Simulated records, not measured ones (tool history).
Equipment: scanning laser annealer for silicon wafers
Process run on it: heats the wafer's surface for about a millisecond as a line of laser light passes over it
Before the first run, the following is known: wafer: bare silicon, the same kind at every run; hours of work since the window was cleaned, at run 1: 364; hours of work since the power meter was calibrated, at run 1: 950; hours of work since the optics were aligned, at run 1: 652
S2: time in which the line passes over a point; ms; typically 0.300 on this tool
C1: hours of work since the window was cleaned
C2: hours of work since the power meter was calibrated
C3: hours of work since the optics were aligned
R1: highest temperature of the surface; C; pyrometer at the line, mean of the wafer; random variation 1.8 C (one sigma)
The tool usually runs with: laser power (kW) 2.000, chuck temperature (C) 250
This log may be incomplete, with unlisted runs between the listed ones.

run 1 hour=0.0 | laser_power_(kW)=2.000 S2=0.300 chuck_temperature_(C)=250 | C1=364 C2=950 C3=652 | R1=952
run 2 hour=60.4 | laser_power_(kW)=2.000 S2=0.300 chuck_temperature_(C)=250 | C1=398 C2=984 C3=687 | R1=950
run 3 hour=106.0 | laser_power_(kW)=2.000 S2=0.300 chuck_temperature_(C)=250 | C1=424 C2=1010 C3=713 | R1=949
run 4 hour=153.7 | laser_power_(kW)=2.000 S2=0.300 chuck_temperature_(C)=250 | C1=452 C2=1037 C3=740 | R1=950
run 5 hour=194.0 | laser_power_(kW)=2.000 S2=0.300 chuck_temperature_(C)=230 | C1=475 C2=1060 C3=763 | R1=929
run 6 hour=233.1 | laser_power_(kW)=1.999 S2=0.300 chuck_temperature_(C)=250 | C1=497 C2=1083 C3=786 | R1=944
run 7 hour=278.0 | laser_power_(kW)=1.999 S2=0.300 chuck_temperature_(C)=250 | C1=523 C2=1108 C3=811 | R1=945
run 8 hour=323.9 | laser_power_(kW)=1.999 S2=0.300 chuck_temperature_(C)=250 | C1=549 C2=1135 C3=837 | R1=941
run 9 hour=356.8 | laser_power_(kW)=2.163 S2=0.300 chuck_temperature_(C)=250 | C1=568 C2=1153 C3=856 | R1=1013
run 10 hour=402.7 | laser_power_(kW)=2.163 S2=0.300 chuck_temperature_(C)=250 | C1=594 C2=1180 C3=882 | R1=1014
run 11 hour=435.7 | laser_power_(kW)=2.163 S2=0.293 chuck_temperature_(C)=250 | C1=613 C2=1199 C3=901 | R1=1007
run 12 hour=465.5 | laser_power_(kW)=2.163 S2=0.293 chuck_temperature_(C)=250 | C1=630 C2=1216 C3=918 | R1=1003
run 13 hour=524.3 | laser_power_(kW)=2.163 S2=0.293 chuck_temperature_(C)=250 | C1=663 C2=1249 C3=952 | R1=999
-- hour=579.5 optics aligned, line set to its width
run 14 hour=584.5 | laser_power_(kW)=2.000 S2=0.227 chuck_temperature_(C)=250 | C1=695 C2=1281 C3=3 | R1=869
run 15 hour=611.3 | laser_power_(kW)=2.000 S2=0.227 chuck_temperature_(C)=250 | C1=710 C2=1296 C3=18 | R1=870
run 16 hour=650.1 | laser_power_(kW)=2.000 S2=0.300 chuck_temperature_(C)=250 | C1=732 C2=1318 C3=40 | R1=952
run 17 hour=709.9 | laser_power_(kW)=2.000 S2=0.300 chuck_temperature_(C)=250 | C1=766 C2=1352 C3=75 | R1=950
run 18 hour=766.5 | laser_power_(kW)=2.000 S2=0.333 chuck_temperature_(C)=250 | C1=799 C2=1385 C3=107 | R1=983
run 19 hour=806.8 | laser_power_(kW)=2.000 S2=0.333 chuck_temperature_(C)=250 | C1=822 C2=1408 C3=130 | R1=979
-- hour=840.2 window over the wafer cleaned
run 20 hour=856.0 | laser_power_(kW)=2.000 S2=0.333 chuck_temperature_(C)=250 | C1=9 C2=1435 C3=157 | R1=1016
run 21 hour=884.3 | laser_power_(kW)=2.024 S2=0.371 chuck_temperature_(C)=257 | C1=25 C2=1451 C3=173 | R1=1073
run 22 hour=944.4 | laser_power_(kW)=2.024 S2=0.371 chuck_temperature_(C)=257 | C1=60 C2=1485 C3=207 | R1=1067
run 23 hour=990.6 | laser_power_(kW)=2.024 S2=0.371 chuck_temperature_(C)=257 | C1=86 C2=1511 C3=234 | R1=1070
run 24 hour=1025.1 | laser_power_(kW)=2.000 S2=0.224 chuck_temperature_(C)=250 | C1=106 C2=1531 C3=253 | R1=879
run 25 hour=1061.7 | laser_power_(kW)=1.999 S2=0.258 chuck_temperature_(C)=250 | C1=127 C2=1552 C3=274 | R1=918
run 26 hour=1110.1 | laser_power_(kW)=2.000 S2=0.300 chuck_temperature_(C)=280 | C1=154 C2=1580 C3=302 | R1=998
run 27 hour=1162.9 | laser_power_(kW)=2.000 S2=0.300 chuck_temperature_(C)=280 | C1=184 C2=1610 C3=332 | R1=996
run 28 hour=1224.2 | laser_power_(kW)=2.000 S2=0.300 chuck_temperature_(C)=280 | C1=219 C2=1645 C3=367 | R1=991
run 29 hour=1253.8 | laser_power_(kW)=2.000 S2=0.378 chuck_temperature_(C)=235 | C1=236 C2=1662 C3=384 | R1=1027
run 30 hour=1309.1 | laser_power_(kW)=2.000 S2=0.378 chuck_temperature_(C)=235 | C1=268 C2=1693 C3=416 | R1=1024
run 31 hour=1367.8 | laser_power_(kW)=1.832 S2=0.378 chuck_temperature_(C)=230 | C1=301 C2=1727 C3=449 | R1=933
run 32 hour=1409.3 | laser_power_(kW)=1.826 S2=0.317 chuck_temperature_(C)=220 | C1=325 C2=1751 C3=473 | R1=860
run 33 hour=1435.9 | laser_power_(kW)=2.063 S2=0.317 chuck_temperature_(C)=250 | C1=340 C2=1766 C3=488 | R1=1003
run 34 hour=1495.0 | laser_power_(kW)=2.123 S2=0.212 chuck_temperature_(C)=218 | C1=374 C2=1800 C3=522 | R1=867
run 35 hour=1529.2 | laser_power_(kW)=1.743 S2=0.340 chuck_temperature_(C)=211 | C1=394 C2=1819 C3=541 | R1=829
run 36 hour=1559.4 | laser_power_(kW)=1.809 S2=0.241 chuck_temperature_(C)=271 | C1=411 C2=1836 C3=559 | R1=826
run 37 hour=1588.3 | laser_power_(kW)=1.809 S2=0.241 chuck_temperature_(C)=271 | C1=427 C2=1853 C3=575 | R1=824
run 38 hour=1636.6 | laser_power_(kW)=2.000 S2=0.332 chuck_temperature_(C)=289 | C1=455 C2=1881 C3=603 | R1=1019
run 39 hour=1696.4 | laser_power_(kW)=2.000 S2=0.332 chuck_temperature_(C)=289 | C1=489 C2=1915 C3=637 | R1=1017
run 40 hour=1751.8 | laser_power_(kW)=1.740 S2=0.300 chuck_temperature_(C)=235 | C1=521 C2=1946 C3=669 | R1=812

Table of differences, measured result less the result of that run with no hidden state. Run-to-run variation is the same in both. Gauge scatter possibly is not:
Hidden conditions of the tool in this case: light that passes the window, % of a clean one's; laser's true power over the reading, %; width of the line over the set one, %; drift of the gauge itself on peak_c, C.
run=1 R1=-40
run=2 R1=-42
run=3 R1=-45
run=4 R1=-46
run=5 R1=-48
run=6 R1=-50
run=7 R1=-52
run=8 R1=-54
run=9 R1=-61
run=10 R1=-63
run=11 R1=-64
run=12 R1=-66
run=13 R1=-68
run=14 R1=-34
run=15 R1=-36
run=16 R1=-42
run=17 R1=-45
run=18 R1=-50
run=19 R1=-52
run=20 R1=-17
run=21 R1=-19
run=22 R1=-23
run=23 R1=-25
run=24 R1=-21
run=25 R1=-23
run=26 R1=-27
run=27 R1=-29
run=28 R1=-31
run=29 R1=-36
run=30 R1=-39
run=31 R1=-37
run=32 R1=-36
run=33 R1=-43
run=34 R1=-39
run=35 R1=-39
run=36 R1=-36
run=37 R1=-37
run=38 R1=-51
run=39 R1=-53
run=40 R1=-44
